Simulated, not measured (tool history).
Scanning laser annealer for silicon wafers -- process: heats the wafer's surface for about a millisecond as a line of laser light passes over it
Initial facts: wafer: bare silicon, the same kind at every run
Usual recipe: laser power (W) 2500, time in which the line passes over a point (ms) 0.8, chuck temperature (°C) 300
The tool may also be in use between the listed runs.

run   hour  laser power (W)  time in which the line passes over a point (ms)  chuck temperature (°C)  highest temperature of the surface (°C)
  1      0             2500                                              0.8                     300                                     1126
  2   29.1             2500                                             0.61                     300                                     1017
  3   44.2             2500                                             0.61                     300                                     1018
  4   72.5             2500                                             0.61                     300                                     1019
  5   94.5             2500                                              0.8                     300                                     1124
  6  118.5             2500                                              0.8                     297                                     1124
  7  134.1             2500                                              0.8                     297                                     1120
  8  155.1             2385                                              0.8                     300                                     1086
  9  173.9             2672                                            0.734                     320                                     1171
 10  193.5             2456                                            0.734                     335                                     1108
 11  216.5             2456                                            0.734                     335                                     1110
 12  232.8             2571                                            0.868                     331                                     1220
 13  258.1             2571                                            0.868                     331                                     1219
 14  270.9             2535                                            0.617                     309                                     1041
 15  298.8             2535                                            0.617                     309                                     1044
 16    317             2650                                              0.8                     328                                     1207

Alternative continuations, all from the tool just after run 16; predict every row:
  A  333.6             2500                                            0.793                     267                                        ?
  B  333.6             2650                                            0.835                     328                                        ?
  C  333.6             2650                                              0.8                     323                                        ?

run  highest temperature of the surface (°C)
  A                                     1087
  B                                     1229
  C                                     1203
Without the tool's unlogged condition, the same runs would have read:
run  highest temperature of the surface (°C)
  A                                     1088
  B                                     1230
  C                                     1204
